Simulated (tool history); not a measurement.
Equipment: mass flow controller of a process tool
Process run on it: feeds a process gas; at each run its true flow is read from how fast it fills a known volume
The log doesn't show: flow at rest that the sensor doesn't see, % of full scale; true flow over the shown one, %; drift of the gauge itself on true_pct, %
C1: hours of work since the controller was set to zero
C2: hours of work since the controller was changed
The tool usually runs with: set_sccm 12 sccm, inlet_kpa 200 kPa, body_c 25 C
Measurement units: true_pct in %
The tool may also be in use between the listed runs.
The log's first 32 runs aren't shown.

Run 33, hour 3320.1: usual settings but set_sccm 4 sccm, inlet_kpa 190 kPa, body_c 29 C; C1 1044; C2 5593. Result: true_pct 99.25 %.
Run 34, hour 3438.7: usual settings but set_sccm 3 sccm, inlet_kpa 148 kPa, body_c 29 C; C1 1134; C2 5683. Result: true_pct 99.13 %.
Run 35, hour 3586.9: usual settings but set_sccm 3 sccm, inlet_kpa 171 kPa, body_c 29 C; C1 1247; C2 5796. Result: true_pct 99.24 %.
Run 36, hour 3688.5: usual settings but set_sccm 3 sccm, inlet_kpa 171 kPa, body_c 29 C; C1 1325; C2 5874. Result: true_pct 99.23 %.
Run 37, hour 3761.2: usual settings but set_sccm 7 sccm; C1 1380; C2 5929. Result: true_pct 99.76 %.
Run 38, hour 3837: usual settings but set_sccm 2 sccm, inlet_kpa 149 kPa, body_c 40 C; C1 1438; C2 5987. Result: true_pct 99.47 %.
Run 39, hour 3934.7: usual settings but set_sccm 3 sccm, inlet_kpa 158 kPa, body_c 22 C; C1 1513; C2 6061. Result: true_pct 99.41 %.
Run 40, hour 4029.2: usual settings but set_sccm 3 sccm, inlet_kpa 158 kPa, body_c 29 C; C1 1585; C2 6133. Result: true_pct 99.55 %.
Run 41, hour 4126.6: usual settings but set_sccm 14 sccm; C1 1659; C2 6208. Result: true_pct 101.07 %.

Branching from run 41: 4 alternative next runs. What would each branch give?
Run A, hour 4257.5: usual settings but set_sccm 2 sccm, body_c 30 C; C1 1759; C2 6308. Result: true_pct ?.
Run B, hour 4257.5: usual settings but set_sccm 13 sccm, inlet_kpa 191 kPa; C1 1759; C2 6308. Result: true_pct ?.
Run C, hour 4257.5: usual settings but set_sccm 13 sccm; C1 1759; C2 6308. Result: true_pct ?.
Run D, hour 4257.5: usual settings but body_c 35 C; C1 1759; C2 6308. Result: true_pct ?.

run  true_pct
  A     99.56
  B    101.01
  C    100.99
  D    100.91
Without the tool's hidden state the same runs would have given:
run  true_pct
  A     97.59
  B     98.99
  C     98.97
  D     98.89

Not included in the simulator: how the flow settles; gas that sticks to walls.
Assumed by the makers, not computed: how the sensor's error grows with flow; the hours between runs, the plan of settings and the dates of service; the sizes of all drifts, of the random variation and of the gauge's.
